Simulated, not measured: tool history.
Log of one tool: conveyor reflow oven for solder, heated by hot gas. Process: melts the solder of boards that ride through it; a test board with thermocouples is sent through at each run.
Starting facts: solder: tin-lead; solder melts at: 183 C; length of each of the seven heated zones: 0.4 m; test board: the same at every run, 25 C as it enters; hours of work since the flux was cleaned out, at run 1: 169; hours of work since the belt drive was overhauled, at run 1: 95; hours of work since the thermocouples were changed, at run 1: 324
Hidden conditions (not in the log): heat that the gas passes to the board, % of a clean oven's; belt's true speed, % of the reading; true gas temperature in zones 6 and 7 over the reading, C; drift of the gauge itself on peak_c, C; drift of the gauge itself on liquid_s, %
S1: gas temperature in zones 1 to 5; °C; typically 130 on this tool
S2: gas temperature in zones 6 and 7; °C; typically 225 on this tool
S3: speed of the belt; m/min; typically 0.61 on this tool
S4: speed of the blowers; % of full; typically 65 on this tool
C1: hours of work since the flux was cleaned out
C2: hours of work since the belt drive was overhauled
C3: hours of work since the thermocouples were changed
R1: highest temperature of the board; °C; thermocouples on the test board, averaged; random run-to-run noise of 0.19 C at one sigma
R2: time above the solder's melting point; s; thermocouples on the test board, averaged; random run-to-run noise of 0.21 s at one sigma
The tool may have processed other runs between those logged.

run,hour,S1,S2,S3,S4,C1,C2,C3,R1,R2
1,0,130,225,0.61,65,169,95,324,204,42.3
2,13.6,130,225,0.61,89,180,106,334,208.6,48.4
3,29.5,130,216,0.61,65,192,118,347,196.3,31.3
4,43.6,130,226,0.61,65,203,129,358,204.7,42.9
5,58,130,226,0.61,65,214,140,369,204.2,42.6
6,69.7,130,225,0.61,65,224,149,378,203.5,41.8
7,85.2,130,225,0.61,65,236,161,390,203.4,41.5
8,95.5,130,225,0.61,65,244,170,398,203.4,41.6
9,110.6,130,225,0.61,65,256,181,410,203.2,41.6
10,119.6,130,225,0.61,65,263,188,417,203.3,41.1
11,129,130,225,0.61,65,270,196,425,203.4,41.3
12,138.5,130,225,0.61,65,277,203,432,203.1,41.1
13,148.1,130,225,0.577,65,285,211,439,204.8,46.6
14,161.4,130,225,0.577,65,295,221,450,204.6,46.4
15,170.3,130,225,0.577,65,302,228,457,204.9,46.3
16,181.1,130,225,0.71,65,311,236,465,197.3,26.9
17,194.2,130,239,0.61,70,321,247,475,215.6,54.6
18,202.1,130,216,0.61,82,327,253,482,198.3,36.4
19,213.5,144,225,0.582,69,336,262,491,208,55.3
20,230.2,123,215,0.498,87,349,275,504,202.3,52
21,242.9,120,214,0.498,87,359,285,514,201.2,48.9
22,256.2,139,214,0.498,81,369,295,524,202.7,59.1
23,263.4,139,214,0.498,81,375,301,530,202.7,58.9
24,272.7,117,218,0.602,54,382,308,537,191.3,19.4
25,285,117,225,0.602,59,392,318,546,198.5,31.3
26,296.6,142,225,0.644,69,401,327,555,204.2,43.7
27,310.3,128,225,0.61,72,412,337,566,203,41.5
28,318.9,121,240,0.61,82,418,344,573,216.5,53.1
29,333.5,136,223,0.61,62,430,355,584,201.2,40.3
30,346.5,136,223,0.557,74,440,366,594,206,53.2

Each row is a separate what-if for the run after 30, all from the same tool condition, not one after another. Results?
A,357.7,130,233,0.61,65,449,374,603,?,?
B,357.7,121,223,0.507,74,449,374,603,?,?
C,357.7,123,227,0.61,62,449,374,603,?,?
D,357.7,136,223,0.607,74,449,374,603,?,?
E,357.7,139,224,0.495,65,449,374,603,?,?

run,R1,R2
A,208.3,47.3
B,206.2,53.9
C,201.2,36.7
D,203.7,44.8
E,208.8,65.7
Stripped of hidden state, with their random variation kept, the same runs would have yielded:
run,R1,R2
A,212.2,51.2
B,210,58.7
C,205.1,41.7
D,207.4,49.4
E,212.1,69.5
